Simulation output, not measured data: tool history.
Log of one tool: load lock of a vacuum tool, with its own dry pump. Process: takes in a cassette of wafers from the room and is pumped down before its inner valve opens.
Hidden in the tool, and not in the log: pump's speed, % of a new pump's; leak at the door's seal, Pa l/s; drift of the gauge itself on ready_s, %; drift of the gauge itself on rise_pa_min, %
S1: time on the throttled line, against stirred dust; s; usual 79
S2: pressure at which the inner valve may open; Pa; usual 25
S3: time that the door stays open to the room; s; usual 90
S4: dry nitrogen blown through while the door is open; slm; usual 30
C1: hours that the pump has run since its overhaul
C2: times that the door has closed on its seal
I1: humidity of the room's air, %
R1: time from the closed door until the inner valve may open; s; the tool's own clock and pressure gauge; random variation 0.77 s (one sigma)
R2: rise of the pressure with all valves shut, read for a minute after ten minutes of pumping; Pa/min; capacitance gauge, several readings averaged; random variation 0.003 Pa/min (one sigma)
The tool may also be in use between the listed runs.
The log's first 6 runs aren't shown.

run 7 day=47.879 | S1=79 S2=25 S3=90 S4=30 | C1=6983 C2=8594 | I1=46.5 | R1=125.7 R2=0.046
run 8 day=53.217 | S1=79 S2=25 S3=90 S4=30 | C1=7111 C2=9018 | I1=41.2 | R1=124.5 R2=0.043
run 9 day=58.308 | S1=79 S2=25 S3=90 S4=30 | C1=7233 C2=9422 | I1=42.0 | R1=123.8 R2=0.043
run 10 day=65.525 | S1=79 S2=25 S3=90 S4=30 | C1=7406 C2=9995 | I1=47.0 | R1=124.2 R2=0.049
run 11 day=72.900 | S1=79 S2=25 S3=90 S4=30 | C1=7583 C2=10581 | I1=45.5 | R1=125.8 R2=0.045
run 12 day=78.675 | S1=79 S2=25 S3=90 S4=30 | C1=7722 C2=11039 | I1=45.8 | R1=125.8 R2=0.044
run 13 day=89.733 | S1=79 S2=25 S3=90 S4=30 | C1=7987 C2=11917 | I1=44.0 | R1=124.0 R2=0.052
run 14 day=100.883 | S1=79 S2=25 S3=90 S4=9 | C1=8255 C2=12802 | I1=42.4 | R1=125.0 R2=0.062
run 15 day=108.942 | S1=79 S2=27 S3=90 S4=30 | C1=8448 C2=13442 | I1=41.5 | R1=126.5 R2=0.049
run 16 day=116.954 | S1=79 S2=27 S3=90 S4=30 | C1=8640 C2=14078 | I1=50.3 | R1=125.3 R2=0.056
run 17 day=122.058 | S1=79 S2=21 S3=40 S4=30 | C1=8763 C2=14483 | I1=41.7 | R1=127.2 R2=0.041
run 18 day=129.350 | S1=91 S2=20 S3=27 S4=36 | C1=8938 C2=15062 | I1=46.0 | R1=137.9 R2=0.038
run 19 day=134.362 | S1=153 S2=33 S3=52 S4=17 | C1=9058 C2=15460 | I1=44.6 | R1=178.9 R2=0.056
run 20 day=139.500 | S1=153 S2=18 S3=52 S4=5 | C1=9181 C2=15868 | I1=48.4 | R1=185.1 R2=0.066
run 21 day=146.483 | S1=88 S2=35 S3=112 S4=20 | C1=9349 C2=16422 | I1=45.6 | R1=131.1 R2=0.071
run 22 day=158.521 | S1=53 S2=28 S3=47 S4=13 | C1=9638 C2=17378 | I1=44.7 | R1=106.3 R2=0.055

Run 23 comes next. What will it give?
run 23 day=169.575 | S1=147 S2=39 S3=47 S4=4 | C1=9903 C2=18256 | I1=46.7 | R1=? R2=?

R1: 172.8 s
R2: 0.066 Pa/min
Without the tool's hidden state the same run would have given R1 167.6 s, R2 0.036 Pa/min.
